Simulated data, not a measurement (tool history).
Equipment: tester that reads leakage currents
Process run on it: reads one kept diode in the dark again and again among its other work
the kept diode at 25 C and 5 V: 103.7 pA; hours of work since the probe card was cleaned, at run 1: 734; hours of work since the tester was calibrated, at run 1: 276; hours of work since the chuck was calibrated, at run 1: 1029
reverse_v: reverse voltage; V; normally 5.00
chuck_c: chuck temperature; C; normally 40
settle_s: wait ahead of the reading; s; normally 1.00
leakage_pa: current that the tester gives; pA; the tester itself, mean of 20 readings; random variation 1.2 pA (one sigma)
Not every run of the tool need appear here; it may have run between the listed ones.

run,hour,reverse_v,chuck_c,settle_s,hours of work since the probe card was cleaned,hours of work since the tester was calibrated,hours of work since the chuck was calibrated,leakage_pa
1,0.0,5.00,40,1.00,734,276,1029,457.16
2,42.4,5.00,40,1.00,766,308,1061,455.90
3,82.4,5.00,40,1.00,796,338,1091,459.64
4,127.8,1.03,40,1.00,831,373,1126,187.51
5,197.2,1.03,40,1.00,883,425,1178,188.81
6,255.1,5.00,58,1.00,927,469,1222,1943.14
7,286.1,5.00,58,1.00,951,492,1245,1944.91
8,350.0,5.00,58,1.00,999,541,1294,1957.78
9,417.4,5.00,58,1.00,1050,592,1345,1957.24
10,454.1,5.00,58,1.00,1078,620,1373,1968.16
11,526.8,5.00,58,1.00,1133,675,1428,1969.12
12,572.9,5.00,43,1.00,1168,709,1463,617.15
13,630.7,5.00,43,1.00,1211,753,1506,615.12
14,683.6,5.00,40,0.67,1251,793,1546,487.15
15,722.0,5.00,40,1.00,1281,822,1575,488.94
16,790.5,5.00,40,1.00,1332,874,1627,492.66
# hour 822.1: chuck's temperature calibrated
17,835.8,5.00,26,1.00,1365,907,10,117.60
18,869.5,5.00,26,1.00,1391,932,36,118.33
19,903.8,5.00,40,1.00,1417,958,62,396.91
20,970.9,5.00,40,1.00,1467,1009,113,400.14
21,1012.7,5.00,39,2.01,1499,1041,144,369.42
22,1078.8,5.00,32,5.77,1549,1091,194,203.28
23,1114.4,2.94,31,0.31,1576,1118,221,140.11
24,1150.8,13.65,22,6.98,1604,1145,249,157.36
25,1188.9,1.33,40,1.00,1632,1174,278,189.28
# hour 1197.5: tester calibrated
26,1230.3,3.25,40,1.00,1662,25,307,319.41
27,1278.3,3.79,40,0.51,1699,61,344,350.13
28,1329.1,1.58,40,1.00,1737,100,382,211.94
29,1362.5,1.58,48,1.00,1762,125,407,411.43
30,1406.3,5.00,44,0.69,1795,158,441,576.39
31,1451.9,11.43,43,2.45,1830,193,475,858.98
32,1512.8,3.69,43,9.21,1876,239,521,449.52
33,1575.4,5.00,23,1.00,1923,286,569,98.92
# hour 1582.1: tester calibrated, once more
34,1634.2,5.00,23,1.00,1966,39,612,100.69
35,1694.0,8.29,45,1.00,2012,85,657,866.07
36,1745.4,8.29,45,1.00,2051,124,696,869.68
37,1816.4,5.84,53,9.18,2104,177,750,1340.60
38,1866.1,5.84,53,9.18,2142,215,787,1353.64
39,1929.0,5.84,33,2.87,2190,263,835,267.63
40,1978.4,5.84,33,2.87,2227,300,872,269.73

Below are 3 alternative next runs, each starting from the tool's condition after run 40. Predict each:
A,2024.1,2.73,33,1.79,2262,335,907,?
B,2024.1,3.20,47,3.43,2262,335,907,?
C,2024.1,17.40,28,1.00,2262,335,907,?

run,leakage_pa
A,172.49
B,603.95
C,343.43
Take away the tool's hidden state, keep each run's random variation, and the runs would have read:
run,leakage_pa
A,152.05
B,546.93
C,283.14

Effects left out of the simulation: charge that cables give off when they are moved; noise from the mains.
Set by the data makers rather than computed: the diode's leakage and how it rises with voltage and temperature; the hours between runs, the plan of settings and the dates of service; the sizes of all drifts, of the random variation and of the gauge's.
